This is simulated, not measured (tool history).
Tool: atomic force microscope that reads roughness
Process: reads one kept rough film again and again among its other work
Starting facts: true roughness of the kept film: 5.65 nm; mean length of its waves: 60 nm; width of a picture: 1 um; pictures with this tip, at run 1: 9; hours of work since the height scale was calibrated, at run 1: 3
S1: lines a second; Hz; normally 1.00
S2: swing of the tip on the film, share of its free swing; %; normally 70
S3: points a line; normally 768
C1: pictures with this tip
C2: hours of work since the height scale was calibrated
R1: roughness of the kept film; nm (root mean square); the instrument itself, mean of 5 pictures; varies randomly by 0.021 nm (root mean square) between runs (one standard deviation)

Run 1, hour 0.0: usual settings; C1 9; C2 3. Result: R1 5.111 nm (root mean square).
Run 2, hour 18.6: usual settings; C1 53; C2 17. Result: R1 5.060 nm (root mean square).
Run 3, hour 32.5: usual settings; C1 85; C2 28. Result: R1 5.051 nm (root mean square).
Run 4, hour 49.8: usual settings; C1 126; C2 41. Result: R1 4.964 nm (root mean square).
Run 5, hour 59.3: usual settings; C1 148; C2 48. Result: R1 4.936 nm (root mean square).
Run 6, hour 79.5: usual settings but S1 0.93 Hz; C1 196; C2 63. Result: R1 4.871 nm (root mean square).
At hour 82.1: height scale calibrated on a step standard.
Run 7, hour 102.4: usual settings but S3 755; C1 247; C2 15. Result: R1 4.799 nm (root mean square).
Run 8, hour 112.9: usual settings; C1 272; C2 23. Result: R1 4.767 nm (root mean square).
Run 9, hour 121.9: usual settings; C1 293; C2 30. Result: R1 4.737 nm (root mean square).
Run 10, hour 141.3: usual settings but S3 657; C1 339; C2 45. Result: R1 4.657 nm (root mean square).
At hour 147.6: new tip fitted.
Run 11, hour 151.5: usual settings but S1 3.01 Hz, S3 868; C1 9; C2 52. Result: R1 4.749 nm (root mean square).
Run 12, hour 167.0: usual settings but S1 2.97 Hz, S2 78 %, S3 895; C1 46; C2 64. Result: R1 4.419 nm (root mean square).
Run 13, hour 186.1: usual settings but S1 2.97 Hz, S2 78 %, S3 895; C1 91; C2 78. Result: R1 4.367 nm (root mean square).
Run 14, hour 196.3: usual settings but S1 2.97 Hz, S2 68 %, S3 895; C1 115; C2 86. Result: R1 4.662 nm (root mean square).
At hour 199.7: height scale calibrated on a step standard, once more.
Run 15, hour 218.5: usual settings but S1 2.97 Hz, S2 83 %, S3 940; C1 165; C2 14. Result: R1 4.061 nm (root mean square).
Run 16, hour 230.5: usual settings but S1 1.14 Hz, S3 435; C1 193; C2 23. Result: R1 4.809 nm (root mean square).
Run 17, hour 240.7: usual settings but S1 1.14 Hz, S2 76 %, S3 435; C1 217; C2 31. Result: R1 4.681 nm (root mean square).
Run 18, hour 254.8: usual settings but S1 1.14 Hz, S2 74 %, S3 314; C1 250; C2 42. Result: R1 4.678 nm (root mean square).
Run 19, hour 268.9: usual settings but S1 1.14 Hz, S2 67 %, S3 403; C1 283; C2 52. Result: R1 4.776 nm (root mean square).

What if the next run were any one of these 3? Each begins from the tool's condition after run 19:
Run A, hour 281.8: usual settings; C1 313; C2 62. Result: R1 ?.
Run B, hour 281.8: usual settings but S1 1.14 Hz, S2 67 %, S3 860; C1 313; C2 62. Result: R1 ?.
Run C, hour 281.8: usual settings but S1 1.26 Hz, S2 56 %, S3 519; C1 313; C2 62. Result: R1 ?.

run     R1
  A  4.665
  B  4.697
  C  4.788
With no hidden state in the tool, these same runs would have given:
run     R1
  A  5.161
  B  5.196
  C  5.297

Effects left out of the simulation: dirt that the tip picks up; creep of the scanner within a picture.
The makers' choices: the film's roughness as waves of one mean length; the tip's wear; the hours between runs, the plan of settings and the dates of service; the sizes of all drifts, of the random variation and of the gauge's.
